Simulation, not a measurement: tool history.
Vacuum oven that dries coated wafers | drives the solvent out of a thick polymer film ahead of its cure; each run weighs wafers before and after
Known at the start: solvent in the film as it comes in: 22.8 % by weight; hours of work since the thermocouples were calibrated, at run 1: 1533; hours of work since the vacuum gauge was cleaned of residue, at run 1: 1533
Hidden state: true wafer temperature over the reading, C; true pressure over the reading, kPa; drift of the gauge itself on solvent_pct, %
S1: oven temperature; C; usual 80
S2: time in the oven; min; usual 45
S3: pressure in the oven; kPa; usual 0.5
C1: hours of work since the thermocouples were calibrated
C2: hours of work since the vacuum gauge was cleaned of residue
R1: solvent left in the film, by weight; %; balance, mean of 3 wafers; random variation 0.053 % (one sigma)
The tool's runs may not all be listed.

run	day	S1	S2	S3	C1	C2	R1
1	0	80	45	0.5	1533	1533	2.97
2	2.575	80	45	0.5	1569	1569	3.04
3	4.029	80	28	0.5	1588	1588	5.81
4	5.792	80	28	0.5	1613	1613	5.8
5	7.921	80	28	0.5	1642	1642	5.86
6	9.592	80	28	0.5	1665	1665	5.58
7	12.4	80	45	0.5	1703	1703	3.02
8	15.071	80	32	0.5	1740	1740	4.98
9	17.054	80	32	0.5	1767	1767	5.2
# day 17.579: vacuum gauge cleaned of residue and calibrated
# day 18.533: oven's thermocouples calibrated
10	19.671	91	22	0.5	16	28	2.12
11	22.071	91	22	0.5	48	60	2.23
12	23.921	74	68	0.298	74	86	1.64
13	25.988	74	68	0.298	102	114	1.72
14	27.271	65	50	0.5	120	132	7.02

Some steps in R1 between neighbouring runs. How much of each would the tool show without its hidden state too (settings, what came in, random variation), and how much is left for the hidden state, with any gauge scatter that isn't in both results?
Run 9 -> 10: S1 80 -> 91, S2 32 -> 22, vacuum gauge cleaned of residue and calibrated, oven's thermocouples calibrated. R1 -3.08 %: hidden state -1.63, all else -1.45.
Run 13 -> 14: S1 74 -> 65, S2 68 -> 50, S3 0.298 -> 0.5. R1 +5.3 %: hidden state +0.11, all else +5.19.
